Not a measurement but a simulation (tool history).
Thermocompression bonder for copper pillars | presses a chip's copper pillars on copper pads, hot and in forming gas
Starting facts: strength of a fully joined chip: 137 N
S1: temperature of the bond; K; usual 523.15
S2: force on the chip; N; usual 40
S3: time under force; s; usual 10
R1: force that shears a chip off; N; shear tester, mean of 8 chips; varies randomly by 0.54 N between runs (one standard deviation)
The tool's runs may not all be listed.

run	day	S1	S2	S3	R1
1	0	523.15	40	10	59.9
2	1.079	523.15	40	10	58.6
3	1.942	523.15	40	10	59
4	2.896	523.15	53	10	75.3
# day 3.638: forming gas filter changed
5	3.75	523.15	53	7	69.2
6	5.167	546.15	40	10	85.7
7	6.188	546.15	40	10	83.4
8	7.783	546.15	40	10	83.6
9	8.992	546.15	40	10	84
10	10.188	523.15	40	10	59.4
11	11.688	528.15	40	10	64.7
12	12.667	528.15	40	10	63.5
13	13.896	497.15	32	23	40.5
14	15.296	497.15	32	23	40.8
15	16.633	497.15	32	23	40.9
# day 16.796: heater calibrated with a thermocouple chip
16	18.158	515.15	27	18	41.8
17	19.758	523.15	44	17	73.7
18	20.421	523.15	29	10	41.1
19	21.092	530.15	51	10	76.9
20	21.738	517.15	25	13	34.6
21	22.962	517.15	40	24	69.1
22	24.125	500.15	36	9	30.8
23	24.975	500.15	36	9	30.4
24	25.742	500.15	36	9	30.4

The same runs without the tool's hidden state, with the same run-to-run variation:
What the log doesn't record here: true temperature of the bond over the reading, C; force that reaches the chip, % of what is set; oxide that the forming gas leaves, % of the face; drift of the gauge itself on shear_n, %.
run	R1
1	65.7
2	64.3
3	65
4	82.5
5	73.2
6	90
7	87.7
8	88.3
9	89
10	64.2
11	69.9
12	68.9
13	44.9
14	45.4
15	45.6
16	48.5
17	83.1
18	47.7
19	86.6
20	40.8
21	79
22	36.9
23	36.5
24	36.5
